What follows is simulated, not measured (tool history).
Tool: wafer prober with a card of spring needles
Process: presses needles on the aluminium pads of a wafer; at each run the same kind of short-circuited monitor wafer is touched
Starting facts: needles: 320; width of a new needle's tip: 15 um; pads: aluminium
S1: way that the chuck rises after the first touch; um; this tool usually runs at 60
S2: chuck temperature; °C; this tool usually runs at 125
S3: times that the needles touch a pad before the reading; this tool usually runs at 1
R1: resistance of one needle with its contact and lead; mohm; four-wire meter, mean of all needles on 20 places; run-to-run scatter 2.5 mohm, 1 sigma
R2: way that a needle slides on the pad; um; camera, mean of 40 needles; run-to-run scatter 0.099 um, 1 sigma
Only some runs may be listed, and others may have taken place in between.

run	day	S1	S2	S3	R1	R2
1	0.000	60	125	1	285	11.74
# day 0.212: tips cleaned on abrasive film
2	0.867	50	125	1	285	9.67
# day 1.050: tips cleaned on abrasive film
3	1.433	60	117	1	282	11.76
# day 1.938: tips cleaned on abrasive film
4	2.358	60	117	1	283	11.68
# day 2.821: tips cleaned on abrasive film
5	3.188	60	117	1	275	11.83
# day 3.721: tips cleaned on abrasive film
6	4.096	60	117	1	280	11.74
# day 4.592: tips cleaned on abrasive film
7	4.867	60	117	1	279	11.45
# day 5.450: tips cleaned on abrasive film
8	5.596	60	117	1	283	11.63
# day 6.300: tips cleaned on abrasive film
9	6.575	60	117	1	282	11.49
10	7.017	45	125	1	288	8.64
# day 7.171: tips cleaned on abrasive film
11	7.458	45	125	1	289	8.77
# day 8.042: tips cleaned on abrasive film
12	8.454	45	125	1	286	8.76
# day 8.879: tips cleaned on abrasive film
13	8.992	68	93	2	274	13.27
# day 9.750: tips cleaned on abrasive film
14	9.938	44	73	2	270	8.68
# day 10.617: tips cleaned on abrasive film
15	10.725	52	28	1	255	10.17
# day 11.504: tips cleaned on abrasive film
16	11.704	52	28	1	256	10.18
# day 12.346: tips cleaned on abrasive film
17	12.538	57	60	1	263	11.10
# day 13.208: tips cleaned on abrasive film
18	13.404	46	40	1	264	8.80
# day 14.062: tips cleaned on abrasive film
19	14.179	71	96	1	272	13.67
# day 14.912: tips cleaned on abrasive film
20	15.096	65	52	1	259	12.58

Predict each of these 4 candidate next runs independently; none follows another, all start after run 20:
A	15.658	65	52	1	?	?
B	15.658	79	113	1	?	?
C	15.658	64	53	2	?	?
D	15.658	65	52	2	?	?

run	R1	R2
A	263	12.56
B	276	15.34
C	261	12.38
D	263	12.61
Without the tool's unlogged condition, the same runs would have read:
run	R1	R2
A	263	12.59
B	275	15.37
C	261	12.41
D	262	12.64
